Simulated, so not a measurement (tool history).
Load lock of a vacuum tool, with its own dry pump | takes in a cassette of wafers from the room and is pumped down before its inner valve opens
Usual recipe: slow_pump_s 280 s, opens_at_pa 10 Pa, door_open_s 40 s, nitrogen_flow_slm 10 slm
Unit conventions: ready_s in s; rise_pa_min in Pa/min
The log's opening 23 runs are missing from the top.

run    hour  slow_pump_s  opens_at_pa  door_open_s  nitrogen_flow_slm  hours that the pump has run since its overhaul  times that the door has closed on its seal  incoming humidity of the room's air, %  ready_s  rise_pa_min
 24  6659.7          183           20          226                 13                                           16558                                       31242                                    42.8    320.6         0.31
 25  6846.3          183           20          226                 13                                           16745                                       32173                                    42.6    318.7        0.321
 26  7157.3          225           10           40                  6                                           17056                                       33724                                    45.4      369        0.339
 27  7336.9          493           16           40                 10                                           17235                                       34620                                    44.8    601.3        0.338
 28  7645.9          361            7           36                 29                                           17544                                       36162                                    43.8    502.9        0.356
     7889.2  -- dry pump taken out, an overhauled one fitted
 29    8007          541            9          159                 23                                             118                                       37934                                    43.3    641.8        0.406
     8171.2  -- door's seal changed, seat wiped
 30  8293.8          280            9          196                  4                                             403                                         612                                    46.6      403        0.071
 31  8479.7          280            9          196                  4                                             589                                        1539                                    47.1    406.7        0.076
 32  8803.8          157           14           34                  7                                             913                                        3156                                    46.5    286.6         0.04
 33  9187.9          207           14           40                 10                                            1297                                        5072                                    46.2      332        0.049
 34  9529.4          355            9          169                 30                                            1639                                        6776                                    45.3    474.3        0.053
 35    9833          280            9          161                 10                                            1942                                        8291                                    43.5    408.3        0.086

The next listed run, before its measurement:
 36  10183.5          280           10           68                 10                                            2293                                       10039                                    42.7        ?            ?

Run 36 gave ready_s 404.1 s, rise_pa_min 0.089 Pa/min.
Minus the tool's unlogged condition, the same run would have read ready_s 399.5 s, rise_pa_min 0.044 Pa/min.
